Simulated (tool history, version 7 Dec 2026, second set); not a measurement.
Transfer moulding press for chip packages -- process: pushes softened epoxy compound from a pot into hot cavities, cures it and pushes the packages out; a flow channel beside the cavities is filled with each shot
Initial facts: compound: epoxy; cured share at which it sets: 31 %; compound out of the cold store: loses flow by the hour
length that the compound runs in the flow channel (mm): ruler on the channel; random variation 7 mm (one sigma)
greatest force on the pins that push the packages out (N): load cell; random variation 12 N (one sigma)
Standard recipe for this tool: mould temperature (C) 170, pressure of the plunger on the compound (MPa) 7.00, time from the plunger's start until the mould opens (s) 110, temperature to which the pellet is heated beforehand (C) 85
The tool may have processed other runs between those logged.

run,hour,mould temperature (C),pressure of the plunger on the compound (MPa),time from the plunger's start until the mould opens (s),temperature to which the pellet is heated beforehand (C),incoming compound's hours out of the cold store,length that the compound runs in the flow channel (mm),greatest force on the pins that push the packages out (N)
1,0.0,170,7.00,110,85,12.1,877,607
2,14.1,170,7.00,110,85,44.4,788,606
3,35.3,170,7.00,110,85,29.8,830,595
# hour 45.8: cavities cleaned with cleaning compound and waxed
4,57.8,170,7.00,110,85,37.3,809,592
5,77.6,170,7.00,132,85,11.8,857,500
6,94.2,170,7.00,132,85,41.0,807,481
7,111.3,170,7.00,132,85,12.2,859,491
# hour 123.3: cavities cleaned with cleaning compound and waxed
8,137.4,170,7.00,110,85,34.1,808,590
9,156.0,170,6.26,110,85,26.1,778,596
10,176.2,170,6.26,110,85,23.6,790,604
11,186.7,170,6.26,110,85,17.7,800,608
# hour 202.0: cavities cleaned with cleaning compound and waxed
12,208.8,170,6.26,110,85,20.7,799,602
13,229.1,170,6.26,110,82,45.4,746,572
14,251.2,170,7.00,110,85,19.5,848,606
15,275.6,170,7.00,110,85,27.4,833,592
# hour 280.8: cavities cleaned with cleaning compound and waxed
16,297.0,168,8.61,111,85,32.2,905,653

The next listed run, before its measurement:
17,318.3,176,5.55,108,75,14.3,?,?

Logged for run 17: length that the compound runs in the flow channel (mm) 742, greatest force on the pins that push the packages out (N) 482.
Minus the tool's unlogged condition, the same run would have read length that the compound runs in the flow channel (mm) 742, greatest force on the pins that push the packages out (N) 479.
